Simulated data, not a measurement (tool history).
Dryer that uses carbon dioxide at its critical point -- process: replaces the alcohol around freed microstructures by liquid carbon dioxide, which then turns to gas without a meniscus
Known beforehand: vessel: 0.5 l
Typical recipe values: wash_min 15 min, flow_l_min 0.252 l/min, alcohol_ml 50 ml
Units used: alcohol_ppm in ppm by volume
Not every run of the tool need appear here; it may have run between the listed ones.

run	hour	wash_min	flow_l_min	alcohol_ml	alcohol_ppm
1	0.0	15	0.252	50	574
2	27.8	15	0.252	58	680
3	57.3	15	0.252	58	692
4	86.7	15	0.252	58	713
5	110.2	15	0.252	58	746
6	132.0	15	0.304	50	322
7	150.1	15	0.252	50	672
8	162.4	15	0.252	50	683
9	187.6	15	0.252	50	702
10	204.7	21	0.173	52	849
11	233.6	21	0.309	52	170
12	250.4	10	0.309	42	1512
13	278.2	10	0.309	42	1515
14	305.1	21	0.217	27	294
15	330.2	15	0.407	50	197
16	352.5	10	0.273	46	2698
17	381.8	15	0.175	50	3305

What does the tool deliver on the next run?
18	396.5	12	0.252	50	?

alcohol_ppm: 2096 ppm by volume
If the tool had no hidden condition, the same run with the same run-to-run variation would have returned alcohol_ppm 1241 ppm by volume.
